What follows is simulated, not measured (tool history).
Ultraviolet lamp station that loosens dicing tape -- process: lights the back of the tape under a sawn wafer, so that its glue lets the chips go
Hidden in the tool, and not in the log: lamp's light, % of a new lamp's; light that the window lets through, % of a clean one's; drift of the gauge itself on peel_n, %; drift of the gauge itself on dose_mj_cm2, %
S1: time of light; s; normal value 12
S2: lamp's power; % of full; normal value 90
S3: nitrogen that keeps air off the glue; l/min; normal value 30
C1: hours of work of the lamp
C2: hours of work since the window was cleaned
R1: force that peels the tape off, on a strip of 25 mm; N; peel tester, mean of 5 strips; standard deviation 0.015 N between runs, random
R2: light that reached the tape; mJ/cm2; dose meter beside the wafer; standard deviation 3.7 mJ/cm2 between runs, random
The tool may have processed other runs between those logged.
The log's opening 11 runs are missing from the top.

run,hour,S1,S2,S3,C1,C2,R1,R2
# hour 600.8: lamp changed
12,612.7,9,90,30,8,484,1.305,478
13,683.6,9,90,30,59,534,1.305,474
# hour 742.4: window cleaned of glue's vapour
14,759.1,9,90,30,112,12,1.26,479
15,828.3,9,90,30,161,61,1.257,480
16,876.7,7,90,30,195,95,2.032,379
17,934.8,12,90,30,236,136,0.677,637
18,965.5,12,90,12,258,158,1.264,644
# hour 978: gauge calibrated
19,999,19,90,30,282,182,0.21,986
20,1031.7,10,90,30,305,205,1.031,519
21,1074.8,10,90,30,335,235,1.037,521
22,1139.6,12,90,34,381,281,0.647,623
23,1176.2,10,86,25,407,307,1.224,497
24,1236.2,10,86,25,450,350,1.299,501
25,1285.3,16,75,30,485,385,0.522,701
26,1325.5,16,75,30,513,413,0.561,696
27,1397.5,22,98,28,564,464,0.127,1256
28,1440.2,20,98,14,594,494,0.258,1148
29,1481.7,12,90,20,624,524,0.875,631
30,1522,8,62,52,652,552,2.449,292
# hour 1555.4: window cleaned of glue's vapour
31,1570.7,12,65,34,687,11,1.331,461
32,1646.3,14,65,34,740,64,0.975,536
33,1691.9,14,65,34,772,97,0.966,539
# hour 1763.1: lamp changed
34,1763.6,14,65,34,0,147,0.954,539
35,1802.1,6,71,28,28,174,3.388,253

Run 36 has not been measured yet. What should we expect?
36,1849.7,6,71,28,61,208,?,?

R1: 3.437 N
R2: 256 mJ/cm2
Were there no unlogged condition in the tool, this run, its random variation unchanged, would have produced R1 3.435 N, R2 249 mJ/cm2.

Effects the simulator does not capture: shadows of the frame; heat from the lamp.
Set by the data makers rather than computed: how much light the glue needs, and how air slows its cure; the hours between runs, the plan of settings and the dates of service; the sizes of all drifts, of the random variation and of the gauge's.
